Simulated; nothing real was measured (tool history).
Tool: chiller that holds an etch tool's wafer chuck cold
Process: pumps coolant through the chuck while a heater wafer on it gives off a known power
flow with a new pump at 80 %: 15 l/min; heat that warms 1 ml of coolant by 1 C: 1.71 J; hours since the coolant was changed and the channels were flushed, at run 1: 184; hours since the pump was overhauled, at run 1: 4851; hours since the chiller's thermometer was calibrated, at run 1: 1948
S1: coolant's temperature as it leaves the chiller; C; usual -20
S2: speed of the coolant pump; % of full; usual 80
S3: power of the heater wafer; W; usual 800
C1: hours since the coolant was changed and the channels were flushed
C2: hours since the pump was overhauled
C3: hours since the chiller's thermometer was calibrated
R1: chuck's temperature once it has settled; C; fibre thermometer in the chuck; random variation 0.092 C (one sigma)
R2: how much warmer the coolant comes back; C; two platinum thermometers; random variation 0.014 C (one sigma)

run	hour	S1	S2	S3	C1	C2	C3	R1	R2
1	0.0	-20	80	800	184	4851	1948	-10.08	2.04
2	119.2	-20	80	800	303	4970	2067	-10.08	2.02
# hour 152.0: chiller's thermometer calibrated
3	195.1	-20	80	800	378	5045	43	-9.86	2.02
4	260.0	-20	80	800	443	5110	108	-9.76	2.04
5	353.6	-20	80	448	536	5203	202	-14.27	1.13
6	413.2	-20	80	501	596	5263	261	-13.56	1.27
7	529.5	-20	80	800	712	5379	378	-9.89	2.02
8	643.6	-20	80	800	826	5493	492	-9.79	2.04
9	732.1	-22	80	402	915	5582	580	-16.90	1.05
10	811.9	-22	80	587	995	5662	660	-14.28	1.50
11	916.6	-22	80	587	1099	5766	765	-14.48	1.48
12	1061.8	-20	94	1088	1245	5912	910	-7.43	2.34
13	1170.5	-20	94	1088	1353	6020	1018	-7.60	2.34
14	1311.9	-21	88	724	1495	6162	1160	-12.37	1.70

Forecast each of these 5 alternatives for the next run:
A	1442.4	-21	78	551	1625	6292	1290	?	?
B	1442.4	-19	68	749	1625	6292	1290	?	?
C	1442.4	-20	71	800	1625	6292	1290	?	?
D	1442.4	-20	68	1103	1625	6292	1290	?	?
E	1442.4	-21	68	866	1625	6292	1290	?	?

run	R1	R2
A	-13.68	1.46
B	-7.92	2.33
C	-8.55	2.39
D	-3.58	3.43
E	-8.09	2.71
Without the tool's hidden state the same runs would have given:
run	R1	R2
A	-14.20	1.31
B	-8.84	2.09
C	-9.51	2.14
D	-5.07	3.09
E	-9.20	2.44
